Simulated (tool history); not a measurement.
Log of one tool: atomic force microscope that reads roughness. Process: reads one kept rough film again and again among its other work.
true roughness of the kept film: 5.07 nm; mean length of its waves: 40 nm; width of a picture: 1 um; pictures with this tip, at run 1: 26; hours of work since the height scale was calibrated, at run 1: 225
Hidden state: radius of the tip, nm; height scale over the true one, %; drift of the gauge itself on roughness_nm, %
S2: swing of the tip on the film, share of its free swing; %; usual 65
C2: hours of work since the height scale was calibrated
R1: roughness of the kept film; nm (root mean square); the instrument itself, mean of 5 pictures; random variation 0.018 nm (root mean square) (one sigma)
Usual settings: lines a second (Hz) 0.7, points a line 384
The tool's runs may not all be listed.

{"run": 1, "hour": 0.0, "lines a second (Hz)": 0.7, "S2": 65, "points a line": 384, "pictures with this tip": 26, "C2": 225, "R1": 4.104}
{"hour": 32.9, "done": "new tip fitted"}
{"run": 2, "hour": 40.7, "lines a second (Hz)": 0.7, "S2": 65, "points a line": 384, "pictures with this tip": 15, "C2": 254, "R1": 4.208}
{"hour": 80.7, "done": "new tip fitted"}
{"run": 3, "hour": 91.2, "lines a second (Hz)": 0.7, "S2": 65, "points a line": 384, "pictures with this tip": 19, "C2": 290, "R1": 4.239}
{"hour": 129.0, "done": "new tip fitted"}
{"run": 4, "hour": 130.4, "lines a second (Hz)": 0.988, "S2": 65, "points a line": 384, "pictures with this tip": 3, "C2": 318, "R1": 4.32}
{"hour": 175.9, "done": "new tip fitted"}
{"run": 5, "hour": 178.6, "lines a second (Hz)": 0.988, "S2": 65, "points a line": 384, "pictures with this tip": 5, "C2": 353, "R1": 4.265}
{"hour": 224.9, "done": "new tip fitted"}
{"run": 6, "hour": 235.6, "lines a second (Hz)": 0.988, "S2": 65, "points a line": 384, "pictures with this tip": 20, "C2": 394, "R1": 4.095}
{"hour": 272.0, "done": "new tip fitted"}
{"run": 7, "hour": 301.1, "lines a second (Hz)": 3.006, "S2": 65, "points a line": 384, "pictures with this tip": 55, "C2": 441, "R1": 3.526}
{"hour": 318.5, "done": "new tip fitted"}
{"run": 8, "hour": 362.8, "lines a second (Hz)": 3.006, "S2": 65, "points a line": 384, "pictures with this tip": 83, "C2": 485, "R1": 3.395}
{"hour": 370.6, "done": "new tip fitted"}
{"hour": 421.4, "done": "new tip fitted"}
{"run": 9, "hour": 426.0, "lines a second (Hz)": 0.7, "S2": 65, "points a line": 384, "pictures with this tip": 9, "C2": 530, "R1": 4.282}
{"hour": 469.7, "done": "new tip fitted"}
{"run": 10, "hour": 486.7, "lines a second (Hz)": 0.7, "S2": 65, "points a line": 384, "pictures with this tip": 32, "C2": 573, "R1": 4.005}
{"hour": 522.1, "done": "new tip fitted"}
{"run": 11, "hour": 546.3, "lines a second (Hz)": 0.7, "S2": 65, "points a line": 384, "pictures with this tip": 46, "C2": 616, "R1": 3.962}
{"hour": 571.6, "done": "new tip fitted"}
{"run": 12, "hour": 586.6, "lines a second (Hz)": 0.7, "S2": 60, "points a line": 384, "pictures with this tip": 28, "C2": 645, "R1": 4.173}
{"hour": 619.8, "done": "new tip fitted"}
{"run": 13, "hour": 642.4, "lines a second (Hz)": 0.7, "S2": 60, "points a line": 384, "pictures with this tip": 43, "C2": 685, "R1": 3.994}
{"hour": 667.2, "done": "new tip fitted"}
{"hour": 715.8, "done": "new tip fitted"}
{"run": 14, "hour": 719.6, "lines a second (Hz)": 0.768, "S2": 72, "points a line": 633, "pictures with this tip": 8, "C2": 740, "R1": 4.227}
{"hour": 766.4, "done": "new tip fitted"}
{"run": 15, "hour": 782.4, "lines a second (Hz)": 2.072, "S2": 78, "points a line": 384, "pictures with this tip": 30, "C2": 785, "R1": 3.649}
{"hour": 815.8, "done": "new tip fitted"}
{"hour": 862.2, "done": "new tip fitted"}
{"run": 16, "hour": 862.2, "lines a second (Hz)": 2.072, "S2": 78, "points a line": 384, "pictures with this tip": 0, "C2": 842, "R1": 3.917}
{"hour": 909.8, "done": "new tip fitted"}
{"run": 17, "hour": 923.5, "lines a second (Hz)": 0.7, "S2": 59, "points a line": 384, "pictures with this tip": 26, "C2": 886, "R1": 4.179}
{"hour": 959.0, "done": "new tip fitted"}
{"run": 18, "hour": 997.9, "lines a second (Hz)": 0.7, "S2": 59, "points a line": 384, "pictures with this tip": 72, "C2": 939, "R1": 3.729}

The next listed run, before its measurement:
{"hour": 1007.5, "done": "new tip fitted"}
{"hour": 1053.7, "done": "new tip fitted"}
{"run": 19, "hour": 1059.1, "lines a second (Hz)": 0.66, "S2": 71, "points a line": 345, "pictures with this tip": 10, "C2": 983, "R1": "?"}

R1: 4.227 nm (root mean square)
Without the tool's hidden state the same run would have given R1 4.333 nm (root mean square).
